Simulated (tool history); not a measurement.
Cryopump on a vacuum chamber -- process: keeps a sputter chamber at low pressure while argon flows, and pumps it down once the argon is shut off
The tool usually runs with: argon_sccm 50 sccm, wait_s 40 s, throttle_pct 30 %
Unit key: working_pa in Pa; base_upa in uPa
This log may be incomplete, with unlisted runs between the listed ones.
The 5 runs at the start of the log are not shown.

| run | hour | argon_sccm | wait_s | throttle_pct | hours of work since the pump was warmed up and emptied | hours of work since the cold head was overhauled | hours of work since the chamber's fittings were tightened | working_pa | base_upa |
|---|---|---|---|---|---|---|---|---|---|
| 6 | 176.7 | 50 | 40 | 40 | 225 | 225 | 2369 | 0.2124 | 3.54 |
| 7 | 215.9 | 50 | 40 | 40 | 244 | 244 | 2387 | 0.2150 | 3.45 |
| 8 | 261.0 | 50 | 40 | 30 | 265 | 265 | 2408 | 0.2832 | 3.64 |
| 9 | 298.4 | 50 | 40 | 30 | 282 | 282 | 2426 | 0.2849 | 3.59 |
| 10 | 331.7 | 50 | 40 | 30 | 298 | 298 | 2441 | 0.2869 | 3.60 |
| 11 | 359.6 | 50 | 161 | 30 | 311 | 311 | 2455 | 0.2856 | 2.86 |
| 12 | 383.6 | 50 | 161 | 30 | 322 | 322 | 2466 | 0.2835 | 2.92 |
| 13 | 410.0 | 50 | 40 | 30 | 334 | 334 | 2478 | 0.2850 | 3.75 |
| 14 | 443.1 | 50 | 40 | 30 | 350 | 350 | 2494 | 0.2853 | 3.63 |
| 15 | 478.9 | 50 | 40 | 30 | 367 | 367 | 2510 | 0.2857 | 3.66 |
| 16 | 520.6 | 68 | 40 | 30 | 386 | 386 | 2530 | 0.3887 | 3.82 |
| 17 | 563.2 | 68 | 40 | 30 | 406 | 406 | 2550 | 0.3888 | 3.73 |
| 18 | 594.1 | 66 | 49 | 30 | 421 | 421 | 2564 | 0.3777 | 3.68 |
| 19 | 631.0 | 39 | 40 | 30 | 438 | 438 | 2581 | 0.2237 | 3.88 |
| 20 | 669.8 | 50 | 73 | 53 | 456 | 456 | 2600 | 0.1654 | 3.31 |
|  | 697.9 | leaking fittings of the chamber tightened, without venting |
| 21 | 710.1 | 90 | 252 | 36 | 474 | 474 | 6 | 0.4328 | 0.55 |
| 22 | 737.2 | 90 | 32 | 35 | 487 | 487 | 18 | 0.4466 | 1.73 |
| 23 | 782.5 | 51 | 45 | 54 | 508 | 508 | 40 | 0.1668 | 1.34 |
| 24 | 824.3 | 51 | 45 | 54 | 527 | 527 | 59 | 0.1669 | 1.34 |
| 25 | 844.1 | 32 | 140 | 25 | 537 | 537 | 68 | 0.2194 | 0.74 |
| 26 | 884.8 | 32 | 43 | 25 | 556 | 556 | 87 | 0.2219 | 1.46 |
| 27 | 929.1 | 54 | 40 | 30 | 576 | 576 | 108 | 0.3119 | 1.45 |
| 28 | 950.7 | 66 | 40 | 44 | 586 | 586 | 118 | 0.2631 | 1.55 |

Run 29 has not been measured yet. What should we expect?
| 29 | 994.5 | 50 | 40 | 44 | 607 | 607 | 139 | ? | ? |

working_pa: 0.1987 Pa
base_upa: 1.55 uPa
With the hidden condition absent and the run-to-run variation left alone, this run would have shown working_pa 0.1896 Pa, base_upa 1.35 uPa.
